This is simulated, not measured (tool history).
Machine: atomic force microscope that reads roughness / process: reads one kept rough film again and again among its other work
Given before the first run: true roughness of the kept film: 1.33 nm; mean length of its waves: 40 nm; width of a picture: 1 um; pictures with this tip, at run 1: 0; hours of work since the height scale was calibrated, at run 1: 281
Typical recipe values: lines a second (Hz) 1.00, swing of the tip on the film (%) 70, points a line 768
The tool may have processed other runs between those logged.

run   hour  lines a second (Hz)  swing of the tip on the film (%)  points a line  pictures with this tip  hours of work since the height scale was calibrated  roughness of the kept film (nm (root mean square))
  1    0.0                 1.00                                70            768                       0                                                  281                                               1.262
  2   43.6                 1.00                                70            768                      75                                                  314                                               1.255
  3   67.0                 1.00                                70            768                     116                                                  331                                               1.255
      83.6  -- new tip fitted
  4   97.1                 1.00                                70            768                      23                                                  354                                               1.260
  5  118.3                 1.00                                89            768                      60                                                  370                                               1.202
  6  147.8                 1.00                                89            768                     111                                                  392                                               1.200
     169.6  -- new tip fitted
  7  169.6                 1.00                                89            768                       0                                                  408                                               1.210
  8  196.0                 1.00                                68            768                      46                                                  428                                               1.263
  9  220.1                 1.00                                68            768                      88                                                  446                                               1.263
     253.3  -- new tip fitted
 10  255.8                 0.68                                70            768                       4                                                  473                                               1.272
 11  274.3                 0.68                                65            768                      36                                                  487                                               1.282
 12  309.5                 0.68                                61            768                      97                                                  513                                               1.280

The next listed run, before its measurement:
 13  331.5                 0.53                                70            398                     135                                                  530                                                   ?

Logged for run 13: roughness of the kept film (nm (root mean square)) 1.267.
Take away the tool's hidden state, keep the run-to-run variation as it was, and the same run would have given roughness of the kept film (nm (root mean square)) 1.269.

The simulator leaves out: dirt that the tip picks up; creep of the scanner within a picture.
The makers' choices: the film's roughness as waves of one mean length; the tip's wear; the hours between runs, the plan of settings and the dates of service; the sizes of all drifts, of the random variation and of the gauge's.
